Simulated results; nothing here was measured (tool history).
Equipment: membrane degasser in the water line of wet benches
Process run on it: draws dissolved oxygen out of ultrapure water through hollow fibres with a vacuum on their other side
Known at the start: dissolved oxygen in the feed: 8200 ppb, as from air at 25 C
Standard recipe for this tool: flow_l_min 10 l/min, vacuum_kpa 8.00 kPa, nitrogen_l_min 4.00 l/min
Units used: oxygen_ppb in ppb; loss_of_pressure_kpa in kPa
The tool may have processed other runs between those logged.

{"run": 1, "hour": 0.0, "flow_l_min": 10, "vacuum_kpa": 8.0, "nitrogen_l_min": 4.0, "oxygen_ppb": 39.9, "loss_of_pressure_kpa": 66.03}
{"run": 2, "hour": 30.4, "flow_l_min": 10, "vacuum_kpa": 8.0, "nitrogen_l_min": 4.0, "oxygen_ppb": 40.3, "loss_of_pressure_kpa": 66.62}
{"run": 3, "hour": 81.5, "flow_l_min": 10, "vacuum_kpa": 8.0, "nitrogen_l_min": 4.0, "oxygen_ppb": 40.3, "loss_of_pressure_kpa": 66.24}
{"run": 4, "hour": 135.4, "flow_l_min": 10, "vacuum_kpa": 8.0, "nitrogen_l_min": 4.0, "oxygen_ppb": 39.8, "loss_of_pressure_kpa": 66.41}
{"run": 5, "hour": 184.1, "flow_l_min": 10, "vacuum_kpa": 7.0, "nitrogen_l_min": 4.0, "oxygen_ppb": 34.1, "loss_of_pressure_kpa": 66.91}
{"run": 6, "hour": 242.7, "flow_l_min": 10, "vacuum_kpa": 7.0, "nitrogen_l_min": 4.0, "oxygen_ppb": 33.6, "loss_of_pressure_kpa": 66.45}
{"run": 7, "hour": 301.5, "flow_l_min": 10, "vacuum_kpa": 7.0, "nitrogen_l_min": 4.0, "oxygen_ppb": 34.1, "loss_of_pressure_kpa": 66.63}
{"run": 8, "hour": 338.5, "flow_l_min": 10, "vacuum_kpa": 6.74, "nitrogen_l_min": 4.0, "oxygen_ppb": 32.7, "loss_of_pressure_kpa": 66.47}
{"run": 9, "hour": 392.4, "flow_l_min": 10, "vacuum_kpa": 6.74, "nitrogen_l_min": 4.0, "oxygen_ppb": 32.2, "loss_of_pressure_kpa": 66.56}
{"run": 10, "hour": 429.0, "flow_l_min": 10, "vacuum_kpa": 6.74, "nitrogen_l_min": 4.0, "oxygen_ppb": 33.1, "loss_of_pressure_kpa": 66.74}
{"run": 11, "hour": 486.4, "flow_l_min": 8, "vacuum_kpa": 8.0, "nitrogen_l_min": 4.0, "oxygen_ppb": 26.8, "loss_of_pressure_kpa": 53.52}
{"run": 12, "hour": 513.7, "flow_l_min": 10, "vacuum_kpa": 8.59, "nitrogen_l_min": 4.88, "oxygen_ppb": 38.4, "loss_of_pressure_kpa": 66.58}
{"run": 13, "hour": 549.3, "flow_l_min": 7, "vacuum_kpa": 6.47, "nitrogen_l_min": 2.13, "oxygen_ppb": 28.3, "loss_of_pressure_kpa": 46.46}
{"run": 14, "hour": 607.2, "flow_l_min": 8, "vacuum_kpa": 10.16, "nitrogen_l_min": 1.83, "oxygen_ppb": 80.1, "loss_of_pressure_kpa": 53.7}
{"run": 15, "hour": 647.0, "flow_l_min": 12, "vacuum_kpa": 5.69, "nitrogen_l_min": 4.0, "oxygen_ppb": 46.9, "loss_of_pressure_kpa": 79.86}
{"run": 16, "hour": 676.9, "flow_l_min": 11, "vacuum_kpa": 7.91, "nitrogen_l_min": 2.96, "oxygen_ppb": 61.3, "loss_of_pressure_kpa": 73.45}
{"run": 17, "hour": 703.2, "flow_l_min": 11, "vacuum_kpa": 7.91, "nitrogen_l_min": 2.96, "oxygen_ppb": 62.3, "loss_of_pressure_kpa": 73.84}
{"run": 18, "hour": 729.9, "flow_l_min": 11, "vacuum_kpa": 7.91, "nitrogen_l_min": 2.96, "oxygen_ppb": 61.5, "loss_of_pressure_kpa": 73.27}
{"run": 19, "hour": 770.7, "flow_l_min": 11, "vacuum_kpa": 8.0, "nitrogen_l_min": 4.0, "oxygen_ppb": 50.9, "loss_of_pressure_kpa": 73.5}
{"run": 20, "hour": 799.6, "flow_l_min": 14, "vacuum_kpa": 8.0, "nitrogen_l_min": 4.0, "oxygen_ppb": 98.6, "loss_of_pressure_kpa": 93.31}
{"run": 21, "hour": 839.4, "flow_l_min": 14, "vacuum_kpa": 12.83, "nitrogen_l_min": 10.06, "oxygen_ppb": 89.0, "loss_of_pressure_kpa": 92.95}

Results for each run, recomputed without the tool's hidden state and with each run's random variation untouched:
The tool's hidden condition here consists of: membrane still open, %; true pressure behind the membrane over the reading, kPa; air that leaks in behind the membrane, l/min; drift of the gauge itself on oxygen_ppb, %; drift of the gauge itself on loss_of_pressure_kpa, %.
run=1 oxygen_ppb=38.4 loss_of_pressure_kpa=64.95
run=2 oxygen_ppb=38.7 loss_of_pressure_kpa=65.53
run=3 oxygen_ppb=38.6 loss_of_pressure_kpa=65.12
run=4 oxygen_ppb=38.1 loss_of_pressure_kpa=65.26
run=5 oxygen_ppb=32.4 loss_of_pressure_kpa=65.74
run=6 oxygen_ppb=31.9 loss_of_pressure_kpa=65.26
run=7 oxygen_ppb=32.4 loss_of_pressure_kpa=65.41
run=8 oxygen_ppb=30.9 loss_of_pressure_kpa=65.23
run=9 oxygen_ppb=30.4 loss_of_pressure_kpa=65.31
run=10 oxygen_ppb=31.2 loss_of_pressure_kpa=65.47
run=11 oxygen_ppb=25.7 loss_of_pressure_kpa=52.49
run=12 oxygen_ppb=36.4 loss_of_pressure_kpa=65.28
run=13 oxygen_ppb=27.2 loss_of_pressure_kpa=45.53
run=14 oxygen_ppb=77.4 loss_of_pressure_kpa=52.62
run=15 oxygen_ppb=43.1 loss_of_pressure_kpa=78.23
run=16 oxygen_ppb=58.0 loss_of_pressure_kpa=71.93
run=17 oxygen_ppb=58.9 loss_of_pressure_kpa=72.30
run=18 oxygen_ppb=58.1 loss_of_pressure_kpa=71.73
run=19 oxygen_ppb=47.7 loss_of_pressure_kpa=71.94
run=20 oxygen_ppb=91.8 loss_of_pressure_kpa=91.31
run=21 oxygen_ppb=82.6 loss_of_pressure_kpa=90.92
